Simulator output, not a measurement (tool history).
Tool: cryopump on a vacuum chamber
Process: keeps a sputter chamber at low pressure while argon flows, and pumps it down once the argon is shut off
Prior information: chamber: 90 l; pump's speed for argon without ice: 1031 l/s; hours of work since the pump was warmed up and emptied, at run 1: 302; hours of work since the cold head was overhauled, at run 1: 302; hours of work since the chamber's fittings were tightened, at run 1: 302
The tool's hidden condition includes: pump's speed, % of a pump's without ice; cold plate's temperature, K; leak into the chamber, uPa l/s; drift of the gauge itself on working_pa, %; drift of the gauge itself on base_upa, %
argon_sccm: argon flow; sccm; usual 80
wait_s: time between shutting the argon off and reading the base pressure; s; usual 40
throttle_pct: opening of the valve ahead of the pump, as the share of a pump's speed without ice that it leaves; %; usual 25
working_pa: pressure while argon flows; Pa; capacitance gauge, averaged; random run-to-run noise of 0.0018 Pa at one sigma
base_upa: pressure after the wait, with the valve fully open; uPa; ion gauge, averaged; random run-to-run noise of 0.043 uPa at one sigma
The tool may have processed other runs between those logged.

run   hour  argon_sccm  wait_s  throttle_pct  hours of work since the pump was warmed up and emptied  hours of work since the cold head was overhauled  hours of work since the chamber's fittings were tightened  working_pa  base_upa
  1    0.0          80      40            25                                                     302                                               302                                                        302      0.5326      2.84
  2   13.0          80      40            25                                                     309                                               309                                                        309      0.5343      2.80
  3   28.0          55      40            25                                                     318                                               318                                                        318      0.3674      2.71
  4   43.8          55      40            25                                                     328                                               328                                                        328      0.3664      2.87
  5   53.5          55      40            25                                                     333                                               333                                                        333      0.3695      2.85
  6   74.1          99      40            25                                                     345                                               345                                                        345      0.6558      2.83
  7   86.1          99      40            25                                                     352                                               352                                                        352      0.6626      2.84
  8   99.6          99      40            25                                                     360                                               360                                                        360      0.6612      2.88
  9  108.1          80      40            32                                                     365                                               365                                                        365      0.4212      2.84
 10  125.8          80      40            25                                                     376                                               376                                                        376      0.5364      2.81
 11  144.1          80      26            25                                                     386                                               386                                                        386      0.5368      4.06
 12  153.7          80      26            25                                                     392                                               392                                                        392      0.5369      3.99
 13  168.8          80      26            25                                                     401                                               401                                                        401      0.5355      4.05
 14  183.4          80      26            25                                                     410                                               410                                                        410      0.5362      4.02
 15  200.0          80      26            25                                                     419                                               419                                                        419      0.5355      4.06
 16  216.2          80      40            25                                                     429                                               429                                                        429      0.5360      2.95
 17  228.1          80      40            25                                                     436                                               436                                                        436      0.5377      2.98
 18  239.1          80      22            25                                                     442                                               442                                                        442      0.5395      4.73
 19  257.9          92      40            58                                                     453                                               453                                                        453      0.2756      2.91
 20  277.2          92      40            58                                                     465                                               465                                                        465      0.2750      2.93
 21  291.0          60      88            19                                                     473                                               473                                                        473      0.5312      1.75
 22  311.1          60      88            19                                                     485                                               485                                                        485      0.5299      1.74
 23  331.9          60     268            26                                                     497                                               497                                                        497      0.3892      1.03
 24  343.8          35     268            26                                                     504                                               504                                                        504      0.2271      1.08
 25  363.7          69     233            20                                                     516                                               516                                                        516      0.5796      1.16
 26  383.8         158     233            59                                                     527                                               527                                                        527      0.4698      1.15
 27  395.8         109      40            25                                                     534                                               534                                                        534      0.7328      2.91
 28  407.3         109      40            25                                                     541                                               541                                                        541      0.7380      3.00
 29  420.6         106      40            43                                                     549                                               549                                                        549      0.4296      2.88
 30  440.3         106      40            43                                                     561                                               561                                                        561      0.4257      2.95
 31  452.5         106      40            43                                                     568                                               568                                                        568      0.4287      3.04
 32  466.2         144     172            17                                                     576                                               576                                                        576      1.4187      1.30
 33  477.6          94      40            26                                                     582                                               582                                                        582      0.6099      2.99
 34  487.4          94      40            26                                                     588                                               588                                                        588      0.6105      2.98
 35  499.2          33      40            26                                                     595                                               595                                                        595      0.2141      2.93

Selected run-to-run steps in working_pa, each split into two signed amounts: the part the tool would show with no hidden state at all (from settings, incoming material and random variation), and the remainder, which goes to the hidden state together with any gauge scatter not common to the measured and the hidden-state-free results:
Run 25 -> 26: argon_sccm 69 -> 158, throttle_pct 20 -> 59. working_pa -0.1098 Pa: hidden state +0.0182, all else -0.1280.
Run 31 -> 32: argon_sccm 106 -> 144, wait_s 40 -> 172, throttle_pct 43 -> 17. working_pa +0.9900 Pa: hidden state +0.0087, all else +0.9813.
Run 32 -> 33: argon_sccm 144 -> 94, wait_s 172 -> 40, throttle_pct 17 -> 26. working_pa -0.8088 Pa: hidden state -0.0110, all else -0.7978.
Run 34 -> 35: argon_sccm 94 -> 33. working_pa -0.3964 Pa: hidden state -0.0137, all else -0.3827.
